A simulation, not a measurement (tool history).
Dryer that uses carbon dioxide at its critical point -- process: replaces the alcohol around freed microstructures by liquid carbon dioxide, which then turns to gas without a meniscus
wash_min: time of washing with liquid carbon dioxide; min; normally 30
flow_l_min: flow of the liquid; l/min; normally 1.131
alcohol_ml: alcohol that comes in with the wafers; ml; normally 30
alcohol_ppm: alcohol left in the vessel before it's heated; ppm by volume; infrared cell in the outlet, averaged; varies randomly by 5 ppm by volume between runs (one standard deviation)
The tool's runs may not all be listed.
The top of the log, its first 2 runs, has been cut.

run	hour	wash_min	flow_l_min	alcohol_ml	hours of work since the filter was changed	hours of work since the purifier's bed was changed	alcohol_ppm
3	24.6	30	1.131	30	197	225	49
4	40.1	30	1.131	30	202	230	50
5	51.9	30	1.131	78	206	234	90
6	60.7	28	1.131	30	209	237	57
7	75.8	30	1.73	30	214	242	25
8	85	30	1.73	30	217	245	28
9	101.2	30	1.73	30	223	250	35
10	118.1	30	1.73	30	228	256	26
11	128.4	30	1.66	30	232	259	25
12	139.1	30	1.66	30	235	263	27
13	150.7	24	1.131	30	239	267	112
14	169	30	1.131	30	245	273	59
15	181.9	30	1.131	30	249	277	50
16	196.6	30	1.131	30	254	282	52
17	214.7	30	1.02	30	260	288	67
18	225.2	30	1.02	30	264	291	75
19	237.8	24	1.131	48	268	296	169
20	246.9	29	1.14	47	271	299	80
21	263.7	29	1.14	47	277	304	83

Run 22 is up next; what results do you expect?
22	274.4	30	0.84	78	280	308	?

Run 22 came out at alcohol_ppm 343 ppm by volume.
Take away the tool's hidden state, keep the run-to-run variation as it was, and the same run would have given alcohol_ppm 210 ppm by volume.
